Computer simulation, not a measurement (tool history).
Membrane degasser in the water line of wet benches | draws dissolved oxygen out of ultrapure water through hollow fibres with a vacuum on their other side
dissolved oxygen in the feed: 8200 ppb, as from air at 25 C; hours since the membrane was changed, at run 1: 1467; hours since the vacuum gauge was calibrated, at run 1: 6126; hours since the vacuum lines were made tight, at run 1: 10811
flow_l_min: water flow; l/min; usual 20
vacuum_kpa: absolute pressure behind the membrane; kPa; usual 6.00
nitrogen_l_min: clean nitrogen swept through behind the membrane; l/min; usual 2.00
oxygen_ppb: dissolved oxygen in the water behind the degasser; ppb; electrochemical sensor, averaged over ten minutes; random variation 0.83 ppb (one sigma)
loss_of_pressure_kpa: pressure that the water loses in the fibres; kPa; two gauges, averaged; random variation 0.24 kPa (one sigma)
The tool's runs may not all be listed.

run,day,flow_l_min,vacuum_kpa,nitrogen_l_min,hours since the membrane was changed,hours since the vacuum gauge was calibrated,hours since the vacuum lines were made tight,oxygen_ppb,loss_of_pressure_kpa
1,0.000,20,6.00,2.00,1467,6126,10811,88.5,61.43
2,1.554,20,6.00,2.00,1505,6163,10849,89.6,61.79
3,3.733,20,6.00,2.00,1557,6216,10901,88.9,61.57
4,5.579,20,6.00,2.00,1601,6260,10945,87.5,61.77
5,8.479,20,6.00,2.00,1671,6330,11015,88.0,61.83
6,9.896,23,6.00,2.00,1705,6364,11049,107.4,71.22
7,11.462,23,6.00,2.00,1743,6401,11086,106.9,70.63
8,14.362,20,6.00,2.00,1812,6471,11156,88.7,61.64
9,16.717,20,6.00,2.00,1869,6527,11213,89.6,61.80
10,19.642,20,13.97,2.00,1939,6598,11283,277.1,61.76
11,21.329,20,6.00,2.04,1979,6638,11323,88.4,61.68
12,24.208,20,6.00,2.00,2049,6707,11392,90.6,61.81
13,25.888,20,6.00,2.00,2089,6747,11433,90.3,61.94
14,27.383,20,6.00,2.00,2125,6783,11469,90.4,61.32
15,28.992,20,6.00,2.00,2163,6822,11507,90.2,61.95
16,31.412,20,6.00,2.00,2221,6880,11565,88.5,61.50
# day 31.617: vacuum gauge calibrated
17,33.025,12,6.00,2.74,2260,34,11603,40.1,37.07
18,35.821,15,4.95,1.57,2327,101,11671,60.2,46.60
# day 36.283: seals of the vacuum lines changed
19,37.367,23,12.87,2.00,2362,136,26,290.8,71.49
20,39.708,23,12.87,2.00,2418,192,82,300.4,71.17
21,42.175,23,12.87,1.39,2477,251,141,397.6,71.65
22,43.879,12,6.00,3.95,2518,292,182,27.7,37.47
# day 46.396: vacuum gauge calibrated, once more
23,46.571,20,5.72,2.00,2582,4,246,72.9,62.21
24,48.829,24,13.52,1.20,2636,58,301,454.7,74.64
25,51.183,24,13.52,1.20,2693,115,357,460.9,75.09
26,52.971,24,5.11,2.00,2736,158,400,79.4,74.42
27,54.558,21,5.76,3.69,2774,196,438,52.6,65.02
28,56.738,29,11.23,3.69,2826,248,490,192.0,89.89
29,59.425,29,11.23,3.69,2891,313,555,193.3,89.74
30,61.700,30,6.00,1.15,2945,367,610,207.3,93.42
31,64.304,22,6.00,1.05,3008,430,672,147.0,68.45

Hidden state at the last listed run before each entry between runs and at the first one after, where it differs:
Between runs 16 and 17: vacuum gauge calibrated (day 31.617)
  true pressure behind the membrane over the reading, kPa: 0.43 -> 0.72
  measured less the result without the state, oxygen_ppb: +11.5 -> +8.8 ppb; loss_of_pressure_kpa: +0.50 -> +0.31 kPa
Between runs 18 and 19: seals of the vacuum lines changed (day 36.283)
  air that leaks in behind the membrane, l/min: 0.013 -> 0.0033
  measured less the result without the state, oxygen_ppb: +17.3 -> +19.6 ppb; loss_of_pressure_kpa: +0.40 -> +0.62 kPa
Between runs 22 and 23: vacuum gauge calibrated, once more (day 46.396)
  membrane still open, %: 99.1 -> 99; true pressure behind the membrane over the reading, kPa: 0.74 -> 0; air that leaks in behind the membrane, l/min: 0.0034 -> 0.0035
  measured less the result without the state, oxygen_ppb: +5.7 -> +0.9 ppb; loss_of_pressure_kpa: +0.34 -> +0.59 kPa
